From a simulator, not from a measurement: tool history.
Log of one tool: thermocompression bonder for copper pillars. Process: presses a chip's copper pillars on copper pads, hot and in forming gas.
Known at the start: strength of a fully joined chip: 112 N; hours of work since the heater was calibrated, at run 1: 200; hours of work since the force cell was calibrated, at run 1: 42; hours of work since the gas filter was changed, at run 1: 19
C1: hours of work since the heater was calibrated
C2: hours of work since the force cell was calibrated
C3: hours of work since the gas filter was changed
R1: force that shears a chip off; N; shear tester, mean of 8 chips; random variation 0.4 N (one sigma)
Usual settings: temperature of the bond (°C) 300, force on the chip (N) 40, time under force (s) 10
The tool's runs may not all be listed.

run 1 hour=0 | temperature_of_the_bond_(°C)=300 force_on_the_chip_(N)=40 time_under_force_(s)=10 | C1=200 C2=42 C3=19 | R1=70.7
run 2 hour=9 | temperature_of_the_bond_(°C)=300 force_on_the_chip_(N)=40 time_under_force_(s)=10 | C1=204 C2=46 C3=23 | R1=69.9
run 3 hour=16.8 | temperature_of_the_bond_(°C)=300 force_on_the_chip_(N)=40 time_under_force_(s)=10 | C1=207 C2=49 C3=26 | R1=70.1
run 4 hour=24.2 | temperature_of_the_bond_(°C)=300 force_on_the_chip_(N)=40 time_under_force_(s)=10 | C1=211 C2=52 C3=29 | R1=69.7
run 5 hour=31 | temperature_of_the_bond_(°C)=300 force_on_the_chip_(N)=40 time_under_force_(s)=9 | C1=213 C2=55 C3=32 | R1=68.8
run 6 hour=35.7 | temperature_of_the_bond_(°C)=300 force_on_the_chip_(N)=40 time_under_force_(s)=9 | C1=215 C2=57 C3=34 | R1=67.7
run 7 hour=40.5 | temperature_of_the_bond_(°C)=300 force_on_the_chip_(N)=40 time_under_force_(s)=9 | C1=217 C2=59 C3=36 | R1=67.7
run 8 hour=50.7 | temperature_of_the_bond_(°C)=300 force_on_the_chip_(N)=40 time_under_force_(s)=9 | C1=221 C2=63 C3=40 | R1=67.9
run 9 hour=60.3 | temperature_of_the_bond_(°C)=300 force_on_the_chip_(N)=40 time_under_force_(s)=9 | C1=225 C2=67 C3=44 | R1=68.1
run 10 hour=66.5 | temperature_of_the_bond_(°C)=300 force_on_the_chip_(N)=40 time_under_force_(s)=9 | C1=228 C2=70 C3=47 | R1=68
run 11 hour=71.4 | temperature_of_the_bond_(°C)=300 force_on_the_chip_(N)=40 time_under_force_(s)=9 | C1=230 C2=72 C3=49 | R1=68.2
run 12 hour=81.9 | temperature_of_the_bond_(°C)=300 force_on_the_chip_(N)=40 time_under_force_(s)=9 | C1=234 C2=76 C3=53 | R1=66.9
run 13 hour=89.8 | temperature_of_the_bond_(°C)=300 force_on_the_chip_(N)=40 time_under_force_(s)=9 | C1=238 C2=80 C3=57 | R1=68
run 14 hour=98.6 | temperature_of_the_bond_(°C)=300 force_on_the_chip_(N)=40 time_under_force_(s)=12 | C1=241 C2=83 C3=60 | R1=73.3
run 15 hour=108.6 | temperature_of_the_bond_(°C)=302 force_on_the_chip_(N)=43 time_under_force_(s)=17 | C1=245 C2=87 C3=64 | R1=85.4

Forecast each of these 5 alternatives for the next run:
run A hour=118.9 | temperature_of_the_bond_(°C)=309 force_on_the_chip_(N)=34 time_under_force_(s)=6 | C1=250 C2=92 C3=69 | R1=?
run B hour=118.9 | temperature_of_the_bond_(°C)=274 force_on_the_chip_(N)=32 time_under_force_(s)=19 | C1=250 C2=92 C3=69 | R1=?
run C hour=118.9 | temperature_of_the_bond_(°C)=287 force_on_the_chip_(N)=40 time_under_force_(s)=10 | C1=250 C2=92 C3=69 | R1=?
run D hour=118.9 | temperature_of_the_bond_(°C)=326 force_on_the_chip_(N)=40 time_under_force_(s)=29 | C1=250 C2=92 C3=69 | R1=?
run E hour=118.9 | temperature_of_the_bond_(°C)=301 force_on_the_chip_(N)=43 time_under_force_(s)=6 | C1=250 C2=92 C3=69 | R1=?

run=A R1=59.4
run=B R1=55.2
run=C R1=61.3
run=D R1=102.6
run=E R1=64
Without the tool's hidden state the same runs would have given:
run=A R1=58.1
run=B R1=53.7
run=C R1=59.8
run=D R1=102.2
run=E R1=62.6
